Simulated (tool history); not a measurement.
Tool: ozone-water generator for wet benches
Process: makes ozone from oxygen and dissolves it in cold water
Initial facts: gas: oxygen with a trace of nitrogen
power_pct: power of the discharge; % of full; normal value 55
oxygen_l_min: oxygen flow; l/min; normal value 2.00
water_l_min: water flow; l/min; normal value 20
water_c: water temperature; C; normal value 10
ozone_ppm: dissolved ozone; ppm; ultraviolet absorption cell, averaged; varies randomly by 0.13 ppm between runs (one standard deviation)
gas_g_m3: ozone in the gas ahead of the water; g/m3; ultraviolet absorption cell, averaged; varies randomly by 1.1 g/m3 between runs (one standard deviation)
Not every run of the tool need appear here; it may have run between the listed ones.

run 1 hour=0.0 | power_pct=55 oxygen_l_min=2.00 water_l_min=20 water_c=10 | ozone_ppm=12.1 gas_g_m3=183.5
run 2 hour=79.4 | power_pct=55 oxygen_l_min=2.00 water_l_min=20 water_c=10 | ozone_ppm=12.0 gas_g_m3=184.8
run 3 hour=119.0 | power_pct=55 oxygen_l_min=2.00 water_l_min=14 water_c=10 | ozone_ppm=16.7 gas_g_m3=186.1
run 4 hour=161.7 | power_pct=55 oxygen_l_min=2.00 water_l_min=20 water_c=6 | ozone_ppm=12.2 gas_g_m3=186.1
run 5 hour=244.1 | power_pct=55 oxygen_l_min=2.00 water_l_min=20 water_c=10 | ozone_ppm=12.0 gas_g_m3=184.6
run 6 hour=297.6 | power_pct=55 oxygen_l_min=2.00 water_l_min=20 water_c=10 | ozone_ppm=11.9 gas_g_m3=185.9
run 7 hour=375.3 | power_pct=55 oxygen_l_min=2.00 water_l_min=20 water_c=10 | ozone_ppm=11.8 gas_g_m3=184.5
run 8 hour=430.1 | power_pct=55 oxygen_l_min=2.00 water_l_min=20 water_c=10 | ozone_ppm=11.9 gas_g_m3=187.6
run 9 hour=467.7 | power_pct=55 oxygen_l_min=2.00 water_l_min=20 water_c=10 | ozone_ppm=12.0 gas_g_m3=185.0
run 10 hour=524.9 | power_pct=67 oxygen_l_min=2.00 water_l_min=20 water_c=10 | ozone_ppm=14.0 gas_g_m3=211.8
run 11 hour=580.7 | power_pct=67 oxygen_l_min=2.00 water_l_min=20 water_c=10 | ozone_ppm=14.0 gas_g_m3=211.4
run 12 hour=648.3 | power_pct=55 oxygen_l_min=2.00 water_l_min=20 water_c=10 | ozone_ppm=11.6 gas_g_m3=185.4
run 13 hour=737.8 | power_pct=55 oxygen_l_min=2.00 water_l_min=20 water_c=10 | ozone_ppm=11.9 gas_g_m3=186.2
run 14 hour=787.1 | power_pct=80 oxygen_l_min=2.00 water_l_min=20 water_c=10 | ozone_ppm=15.7 gas_g_m3=241.8
run 15 hour=857.8 | power_pct=80 oxygen_l_min=2.00 water_l_min=20 water_c=10 | ozone_ppm=16.0 gas_g_m3=243.6
run 16 hour=921.0 | power_pct=80 oxygen_l_min=2.00 water_l_min=20 water_c=10 | ozone_ppm=15.8 gas_g_m3=241.6
run 17 hour=962.0 | power_pct=84 oxygen_l_min=1.24 water_l_min=20 water_c=8 | ozone_ppm=14.2 gas_g_m3=328.6
run 18 hour=1010.4 | power_pct=47 oxygen_l_min=2.12 water_l_min=29 water_c=17 | ozone_ppm=7.0 gas_g_m3=158.6
run 19 hour=1083.1 | power_pct=54 oxygen_l_min=2.12 water_l_min=21 water_c=9 | ozone_ppm=11.3 gas_g_m3=174.7
run 20 hour=1156.1 | power_pct=55 oxygen_l_min=1.25 water_l_min=20 water_c=10 | ozone_ppm=10.1 gas_g_m3=234.8
run 21 hour=1220.0 | power_pct=55 oxygen_l_min=1.37 water_l_min=27 water_c=10 | ozone_ppm=7.5 gas_g_m3=224.7
run 22 hour=1306.4 | power_pct=55 oxygen_l_min=1.37 water_l_min=27 water_c=10 | ozone_ppm=7.8 gas_g_m3=224.8
run 23 hour=1389.4 | power_pct=55 oxygen_l_min=1.37 water_l_min=27 water_c=10 | ozone_ppm=7.6 gas_g_m3=225.3
run 24 hour=1469.4 | power_pct=55 oxygen_l_min=1.17 water_l_min=27 water_c=10 | ozone_ppm=7.1 gas_g_m3=246.3
run 25 hour=1519.3 | power_pct=55 oxygen_l_min=1.74 water_l_min=13 water_c=10 | ozone_ppm=17.0 gas_g_m3=199.2
run 26 hour=1576.4 | power_pct=57 oxygen_l_min=3.24 water_l_min=18 water_c=17 | ozone_ppm=13.4 gas_g_m3=143.0
-- hour=1594.4 contactor cleaned
run 27 hour=1672.1 | power_pct=57 oxygen_l_min=3.24 water_l_min=18 water_c=17 | ozone_ppm=14.4 gas_g_m3=145.1
run 28 hour=1752.9 | power_pct=57 oxygen_l_min=1.20 water_l_min=23 water_c=17 | ozone_ppm=9.1 gas_g_m3=246.4
run 29 hour=1836.4 | power_pct=65 oxygen_l_min=1.20 water_l_min=16 water_c=7 | ozone_ppm=15.1 gas_g_m3=272.6
run 30 hour=1895.5 | power_pct=55 oxygen_l_min=2.00 water_l_min=29 water_c=10 | ozone_ppm=8.5 gas_g_m3=181.0
run 31 hour=1944.5 | power_pct=55 oxygen_l_min=2.00 water_l_min=29 water_c=10 | ozone_ppm=8.5 gas_g_m3=182.5
run 32 hour=2032.7 | power_pct=55 oxygen_l_min=2.00 water_l_min=29 water_c=10 | ozone_ppm=8.6 gas_g_m3=180.2

Table of differences, measured result less the result of that run with no hidden state. Run-to-run variation is the same in both. Gauge scatter possibly is not:
Unlogged tool condition in this case: yield of the discharge, % of new electrodes'; contactor's efficiency, % of a clean one's; true water temperature over the reading, C; drift of the gauge itself on ozone_ppm, %; drift of the gauge itself on gas_g_m3, %.
run=1 ozone_ppm=-0.8 gas_g_m3=-2.4
run=2 ozone_ppm=-0.8 gas_g_m3=-2.5
run=3 ozone_ppm=-1.0 gas_g_m3=-2.7
run=4 ozone_ppm=-0.9 gas_g_m3=-2.8
run=5 ozone_ppm=-0.8 gas_g_m3=-2.8
run=6 ozone_ppm=-0.9 gas_g_m3=-3.0
run=7 ozone_ppm=-0.9 gas_g_m3=-3.1
run=8 ozone_ppm=-0.9 gas_g_m3=-3.3
run=9 ozone_ppm=-0.9 gas_g_m3=-3.3
run=10 ozone_ppm=-1.2 gas_g_m3=-4.7
run=11 ozone_ppm=-1.2 gas_g_m3=-4.8
run=12 ozone_ppm=-1.0 gas_g_m3=-3.7
run=13 ozone_ppm=-1.0 gas_g_m3=-3.9
run=14 ozone_ppm=-1.5 gas_g_m3=-7.1
run=15 ozone_ppm=-1.6 gas_g_m3=-7.4
run=16 ozone_ppm=-1.6 gas_g_m3=-7.5
run=17 ozone_ppm=-1.5 gas_g_m3=-10.9
run=18 ozone_ppm=-0.7 gas_g_m3=-3.3
run=19 ozone_ppm=-1.1 gas_g_m3=-4.3
run=20 ozone_ppm=-1.0 gas_g_m3=-6.1
run=21 ozone_ppm=-0.9 gas_g_m3=-6.0
run=22 ozone_ppm=-0.8 gas_g_m3=-6.2
run=23 ozone_ppm=-0.8 gas_g_m3=-6.4
run=24 ozone_ppm=-0.8 gas_g_m3=-7.2
run=25 ozone_ppm=-1.5 gas_g_m3=-5.9
run=26 ozone_ppm=-1.4 gas_g_m3=-4.5
run=27 ozone_ppm=-0.6 gas_g_m3=-4.7
run=28 ozone_ppm=-0.4 gas_g_m3=-8.2
run=29 ozone_ppm=-0.7 gas_g_m3=-10.4
run=30 ozone_ppm=-0.4 gas_g_m3=-6.1
run=31 ozone_ppm=-0.4 gas_g_m3=-6.3
run=32 ozone_ppm=-0.4 gas_g_m3=-6.4

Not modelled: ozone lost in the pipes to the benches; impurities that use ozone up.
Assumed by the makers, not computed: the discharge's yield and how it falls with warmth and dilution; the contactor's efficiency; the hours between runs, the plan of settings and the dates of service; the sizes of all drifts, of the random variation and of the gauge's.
